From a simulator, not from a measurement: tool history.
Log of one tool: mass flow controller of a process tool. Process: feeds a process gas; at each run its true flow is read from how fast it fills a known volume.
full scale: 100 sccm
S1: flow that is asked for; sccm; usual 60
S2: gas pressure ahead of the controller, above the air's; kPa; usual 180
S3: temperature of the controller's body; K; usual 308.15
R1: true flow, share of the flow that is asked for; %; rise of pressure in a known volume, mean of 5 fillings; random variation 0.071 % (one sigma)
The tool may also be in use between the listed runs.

run 1 day=0.000 | S1=60 S2=180 S3=308.15 | R1=100.76
run 2 day=1.846 | S1=60 S2=180 S3=308.15 | R1=100.80
run 3 day=4.221 | S1=60 S2=180 S3=308.15 | R1=100.81
run 4 day=5.792 | S1=60 S2=180 S3=294.15 | R1=99.47
run 5 day=7.908 | S1=60 S2=190 S3=308.15 | R1=100.86
run 6 day=10.562 | S1=60 S2=190 S3=308.15 | R1=100.90
run 7 day=13.217 | S1=60 S2=190 S3=308.15 | R1=100.93
run 8 day=16.575 | S1=60 S2=190 S3=308.15 | R1=100.84
run 9 day=18.746 | S1=60 S2=190 S3=308.15 | R1=101.04
run 10 day=21.271 | S1=27 S2=180 S3=308.15 | R1=100.08
run 11 day=23.571 | S1=68 S2=192 S3=309.15 | R1=101.20
-- day=23.762 controller's zero set anew
run 12 day=27.017 | S1=32 S2=192 S3=306.15 | R1=99.66
run 13 day=30.454 | S1=87 S2=146 S3=308.15 | R1=101.53
run 14 day=33.929 | S1=73 S2=179 S3=308.15 | R1=101.22
run 15 day=36.658 | S1=73 S2=179 S3=308.15 | R1=101.25
-- day=37.704 controller's zero set anew, once more
run 16 day=40.112 | S1=23 S2=205 S3=299.15 | R1=99.72

Measured less the same run without the tool's hidden state. The same run-to-run variation is in both; the gauge's scatter may not be:
The hidden state here: flow at rest that the sensor doesn't see, % of full scale; true flow over the shown one, %; drift of the gauge itself on true_pct, %.
run=1 R1=+0.39
run=2 R1=+0.41
run=3 R1=+0.43
run=4 R1=+0.45
run=5 R1=+0.46
run=6 R1=+0.48
run=7 R1=+0.51
run=8 R1=+0.55
run=9 R1=+0.57
run=10 R1=+0.26
run=11 R1=+0.65
run=12 R1=+0.03
run=13 R1=+0.65
run=14 R1=+0.61
run=15 R1=+0.64
run=16 R1=+1.00
